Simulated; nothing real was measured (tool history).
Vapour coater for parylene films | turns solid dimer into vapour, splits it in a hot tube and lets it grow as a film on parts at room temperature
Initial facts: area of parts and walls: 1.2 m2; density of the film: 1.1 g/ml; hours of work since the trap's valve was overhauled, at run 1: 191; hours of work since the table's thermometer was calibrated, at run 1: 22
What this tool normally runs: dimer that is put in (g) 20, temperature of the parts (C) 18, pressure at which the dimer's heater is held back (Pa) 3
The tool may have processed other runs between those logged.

run,hour,dimer that is put in (g),temperature of the parts (C),pressure at which the dimer's heater is held back (Pa),hours of work since the trap's valve was overhauled,hours of work since the table's thermometer was calibrated,thickness of the film (um)
1,0,20,18,3,191,22,10.99
2,10,20,18,4.84,196,27,9.77
3,18.1,20,18,3,201,31,11.01
4,33,20,18,3,208,39,10.93
5,46,16,18,3,215,45,8.66
6,56.5,16,18,3,220,51,8.62
7,72.3,16,18,3,228,59,8.66
8,80.2,16,18,3,232,63,8.5
9,97.6,16,18,3,240,71,8.7
10,115.4,20,18,7.91,249,80,8.55
11,132,20,18,7.91,258,89,8.49
12,146.1,20,18,7.91,265,96,8.46
13,159.5,17,18,3,272,102,9.11
14,171,14,18,3,277,108,7.54
15,178.9,14,18,3,281,112,7.49
16,188.7,14,18,3,286,117,7.48
17,203.4,20,18,3,294,124,10.66
18,211.9,20,18,3,298,129,10.69
# hour 214: table's thermometer calibrated
19,225.7,20,18,11.47,304,6,7.61
20,233.1,20,18,11.47,308,10,7.66
21,243.5,20,18,3,313,15,10.58
22,260.6,20,18,3,322,23,10.52
23,276.3,20,18,3,330,31,10.37
24,288,20,18,3,336,37,10.51
# hour 295.8: table's thermometer calibrated, once more
25,304.4,22,18,3,343,4,11.58
26,315.7,8,18,10.34,349,10,3.15
27,326.8,32,21,4.55,355,16,13.9
28,340.2,32,22,4.55,361,22,13.63
29,357.9,8,14,3.31,370,31,4.58
30,365.8,22,17,2.63,374,35,12.32
31,382.3,15,18,3.91,382,43,7.41
32,390.6,20,10,5.93,387,48,11.54
33,403.8,20,10,5.93,393,54,11.45
34,422,20,10,5.93,402,63,11.54
35,433.4,20,10,5.93,408,69,11.47
36,442.5,24,14,5.93,413,74,11.95
37,456.8,24,14,5.93,420,81,12.03
38,471.4,24,14,5.93,427,88,12.1
39,481.4,11,14,3.76,432,93,6.13
40,495.8,14,15,4.29,440,100,7.26
41,507.6,17,19,4.44,445,106,7.7
42,518.1,32,25,6.71,451,112,10.87
43,534.5,12,11,3,459,120,7.83
44,551.4,20,23,2.33,467,128,9.29

The next listed run, before its measurement:
45,567.2,32,17,4.06,475,136,?

thickness of the film (um): 15.69
If the tool had no hidden condition, the same run with the same run-to-run variation would have returned thickness of the film (um) 17.7.
